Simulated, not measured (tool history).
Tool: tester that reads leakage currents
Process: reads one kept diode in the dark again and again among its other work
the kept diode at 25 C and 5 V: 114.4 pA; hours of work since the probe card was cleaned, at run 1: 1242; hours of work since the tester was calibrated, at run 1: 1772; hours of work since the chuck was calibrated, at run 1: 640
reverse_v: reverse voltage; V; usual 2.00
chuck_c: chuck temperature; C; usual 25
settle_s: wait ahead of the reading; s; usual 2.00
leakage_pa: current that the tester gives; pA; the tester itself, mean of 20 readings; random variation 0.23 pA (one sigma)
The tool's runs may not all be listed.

| run | day | reverse_v | chuck_c | settle_s | hours of work since the probe card was cleaned | hours of work since the tester was calibrated | hours of work since the chuck was calibrated | leakage_pa |
|---|---|---|---|---|---|---|---|---|
| 1 | 0.000 | 2.00 | 25 | 2.00 | 1242 | 1772 | 640 | 74.62 |
| 2 | 1.804 | 2.00 | 25 | 2.00 | 1273 | 1803 | 670 | 74.43 |
| 3 | 4.954 | 2.00 | 25 | 2.00 | 1326 | 1856 | 724 | 73.78 |
| 4 | 7.054 | 2.00 | 25 | 2.00 | 1362 | 1892 | 760 | 74.34 |
| 5 | 11.088 | 2.00 | 25 | 2.00 | 1430 | 1960 | 828 | 73.30 |
| 6 | 14.975 | 2.00 | 24 | 2.00 | 1497 | 2027 | 894 | 68.33 |
| 7 | 18.192 | 2.00 | 24 | 2.00 | 1551 | 2081 | 949 | 68.19 |
| 8 | 20.779 | 2.00 | 24 | 2.00 | 1595 | 2125 | 993 | 68.16 |
| 9 | 23.508 | 2.00 | 24 | 2.00 | 1642 | 2172 | 1039 | 67.61 |
| 10 | 25.317 | 2.00 | 25 | 0.68 | 1672 | 2202 | 1070 | 73.31 |
| 11 | 28.296 | 2.00 | 25 | 0.68 | 1723 | 2253 | 1121 | 73.26 |
| 12 | 31.154 | 1.21 | 39 | 1.95 | 1772 | 2301 | 1169 | 158.16 |
| 13 | 35.221 | 2.00 | 25 | 0.54 | 1841 | 2371 | 1238 | 72.82 |
|  | 38.417 | probe card cleaned and baked |
| 14 | 38.846 | 3.63 | 53 | 0.74 | 7 | 2430 | 1298 | 665.66 |

5 ways to go on from here, each from the tool as it stands after run 14. What would each give?
| A | 40.742 | 3.63 | 36 | 0.74 | 39 | 2462 | 1330 | ? |
| B | 40.742 | 17.94 | 49 | 3.70 | 39 | 2462 | 1330 | ? |
| C | 40.742 | 3.63 | 31 | 0.74 | 39 | 2462 | 1330 | ? |
| D | 40.742 | 2.00 | 23 | 9.06 | 39 | 2462 | 1330 | ? |
| E | 40.742 | 1.67 | 58 | 0.74 | 39 | 2462 | 1330 | ? |

| run | leakage_pa |
|---|---|
| A | 205.44 |
| B | 1050.32 |
| C | 143.03 |
| D | 57.94 |
| E | 642.62 |
Without the tool's hidden state the same runs would have given:
| run | leakage_pa |
|---|---|
| A | 226.09 |
| B | 1148.11 |
| C | 157.79 |
| D | 64.29 |
| E | 699.70 |
